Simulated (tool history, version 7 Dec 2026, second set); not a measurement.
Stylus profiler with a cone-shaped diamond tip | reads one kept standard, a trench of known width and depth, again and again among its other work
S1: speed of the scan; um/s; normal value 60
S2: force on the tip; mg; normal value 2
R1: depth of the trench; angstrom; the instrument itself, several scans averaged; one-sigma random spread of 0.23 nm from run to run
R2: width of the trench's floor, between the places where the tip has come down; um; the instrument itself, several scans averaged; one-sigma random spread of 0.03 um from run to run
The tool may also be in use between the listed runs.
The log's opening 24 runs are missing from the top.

run    hour   S1    S2       R1     R2
 25    1579   19  3.02  10180.8  16.41
 26    1646   19  3.02  10187.1  16.45
 27  1736.7   19  3.02  10183.7  16.46
 28  1815.2   22  1.07  10093.7  16.33
 29  1865.2   22  1.07  10090.4   16.4
 30  1942.3   22  1.07  10089.3  16.38
 31  1998.4   22  1.07  10089.8  16.37
 32  2040.8   22  1.07  10090.5  16.44
 33  2085.6   22  1.07  10091.5   16.4
 34  2172.2   19  1.07  10091.6  16.36
 35  2255.5   34  0.74  10071.1  16.29
 36  2310.4  189  1.44  10109.4  15.46
 37  2356.8  189  1.44  10111.2  15.42
 38  2421.3   62  0.84  10076.4  16.07
 39  2470.7  150  4.55  10238.9  16.03
 40  2519.8  150  4.55  10240.1  16.05
 41  2577.7  119  1.29  10103.2   15.8
 42  2632.3  119  1.29  10104.9  15.79
 43  2705.1  119  1.29  10106.7  15.77
 44  2782.9  166  4.72  10250.7  15.99

4 ways to go on from here, each from the tool as it stands after run 44. What would each give?
  A  2837.1  176  4.72   ?   ?
  B  2837.1   32   4.7   ?   ?
  C  2837.1   49  2.01   ?   ?
  D  2837.1  103  2.48   ?   ?

run       R1     R2
  A  10248.7  15.92
  B  10247.2  16.39
  C    10139  16.27
  D  10162.8  16.07
With the hidden condition removed and each run's random variation left untouched, the same runs would have given:
run       R1     R2
  A  10248.9  15.93
  B  10247.5  16.39
  C  10139.3  16.28
  D  10163.1  16.07
